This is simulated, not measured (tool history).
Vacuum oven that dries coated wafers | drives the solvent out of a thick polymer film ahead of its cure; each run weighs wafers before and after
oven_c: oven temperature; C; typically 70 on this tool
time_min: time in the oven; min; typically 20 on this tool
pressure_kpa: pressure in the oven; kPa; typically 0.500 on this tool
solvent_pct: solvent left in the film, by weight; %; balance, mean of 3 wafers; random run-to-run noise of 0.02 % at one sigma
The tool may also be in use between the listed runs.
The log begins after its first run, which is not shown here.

-- day=0.288 oven's thermocouples calibrated
run 2 day=3.296 | oven_c=70 time_min=20 pressure_kpa=0.500 | solvent_pct=1.84
run 3 day=6.233 | oven_c=70 time_min=20 pressure_kpa=0.285 | solvent_pct=1.75
run 4 day=9.267 | oven_c=70 time_min=20 pressure_kpa=0.500 | solvent_pct=1.80
run 5 day=12.488 | oven_c=70 time_min=20 pressure_kpa=0.500 | solvent_pct=1.82
run 6 day=15.775 | oven_c=70 time_min=20 pressure_kpa=0.500 | solvent_pct=1.80
run 7 day=18.475 | oven_c=70 time_min=20 pressure_kpa=0.500 | solvent_pct=1.80
run 8 day=22.071 | oven_c=70 time_min=20 pressure_kpa=0.500 | solvent_pct=1.82
run 9 day=25.704 | oven_c=70 time_min=20 pressure_kpa=0.500 | solvent_pct=1.78
run 10 day=29.475 | oven_c=70 time_min=20 pressure_kpa=0.500 | solvent_pct=1.76
run 11 day=32.062 | oven_c=70 time_min=20 pressure_kpa=0.500 | solvent_pct=1.77
run 12 day=34.075 | oven_c=65 time_min=20 pressure_kpa=0.500 | solvent_pct=2.56
run 13 day=36.021 | oven_c=65 time_min=20 pressure_kpa=0.500 | solvent_pct=2.53
run 14 day=37.904 | oven_c=57 time_min=20 pressure_kpa=0.500 | solvent_pct=4.10
run 15 day=41.412 | oven_c=57 time_min=20 pressure_kpa=0.500 | solvent_pct=4.10
run 16 day=44.296 | oven_c=57 time_min=20 pressure_kpa=0.500 | solvent_pct=4.11
run 17 day=47.075 | oven_c=57 time_min=20 pressure_kpa=0.500 | solvent_pct=4.06
run 18 day=49.754 | oven_c=57 time_min=20 pressure_kpa=0.500 | solvent_pct=4.05
run 19 day=52.838 | oven_c=77 time_min=20 pressure_kpa=0.498 | solvent_pct=0.94
run 20 day=54.742 | oven_c=64 time_min=24 pressure_kpa=0.334 | solvent_pct=2.05
run 21 day=56.700 | oven_c=75 time_min=19 pressure_kpa=0.738 | solvent_pct=1.31
run 22 day=60.367 | oven_c=70 time_min=33 pressure_kpa=0.621 | solvent_pct=0.70
run 23 day=62.950 | oven_c=70 time_min=33 pressure_kpa=0.621 | solvent_pct=0.74
run 24 day=66.575 | oven_c=70 time_min=33 pressure_kpa=0.621 | solvent_pct=0.73

What will run 25 give?
run 25 day=70.550 | oven_c=64 time_min=11 pressure_kpa=0.621 | solvent_pct=?

{"run 25": {"solvent_pct": 4.93}}
Were there no unlogged condition in the tool, this run, its random variation unchanged, would have produced solvent_pct 5.11 %.
